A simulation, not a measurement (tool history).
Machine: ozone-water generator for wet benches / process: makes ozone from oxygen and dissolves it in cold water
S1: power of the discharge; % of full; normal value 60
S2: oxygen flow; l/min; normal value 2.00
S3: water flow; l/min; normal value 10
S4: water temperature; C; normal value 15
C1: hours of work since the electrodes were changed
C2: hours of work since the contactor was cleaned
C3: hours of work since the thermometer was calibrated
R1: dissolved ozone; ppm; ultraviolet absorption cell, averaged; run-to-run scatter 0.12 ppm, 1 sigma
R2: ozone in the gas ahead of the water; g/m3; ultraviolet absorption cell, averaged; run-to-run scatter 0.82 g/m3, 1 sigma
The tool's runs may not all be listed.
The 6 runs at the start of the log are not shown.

run,day,S1,S2,S3,S4,C1,C2,C3,R1,R2
7,7.512,60,2.00,10,15,538,4968,4772,12.3,131.5
8,8.529,60,2.00,10,15,557,4987,4791,12.0,131.1
9,10.171,60,2.00,10,15,587,5017,4822,12.3,130.4
10,11.475,60,2.00,10,15,612,5041,4846,12.2,131.3
11,12.479,60,2.00,10,15,630,5060,4865,12.1,130.5
12,13.333,60,2.00,10,15,646,5076,4881,12.3,129.1
13,14.775,60,2.00,10,15,673,5103,4908,12.1,130.0
14,16.421,60,2.00,10,15,704,5134,4938,12.2,130.3
15,17.921,76,2.00,10,15,732,5162,4966,13.9,148.4
16,18.925,76,2.00,10,15,751,5180,4985,13.9,149.0
17,20.621,82,3.36,6,13,782,5212,5017,22.9,119.6
18,22.100,82,3.36,6,13,810,5239,5044,22.7,120.5
19,23.221,82,3.36,6,13,831,5260,5065,22.7,118.7
20,24.179,41,2.04,14,15,848,5278,5083,6.9,106.2
21,25.667,60,2.00,10,13,876,5306,5111,12.3,130.4
22,26.646,99,2.26,10,15,894,5324,5129,16.4,160.5
23,28.083,76,2.26,6,15,921,5351,5156,21.7,138.8
24,29.408,53,2.66,15,15,946,5376,5180,7.9,107.1
25,30.567,60,1.27,10,21,967,5397,5202,10.5,161.8

Forecast run 26:
26,31.483,60,1.27,10,21,985,5414,5219,?,?

R1: 10.6 ppm
R2: 161.6 g/m3
Minus the tool's unlogged condition, the same run would have read R1 10.7 ppm, R2 161.6 g/m3.
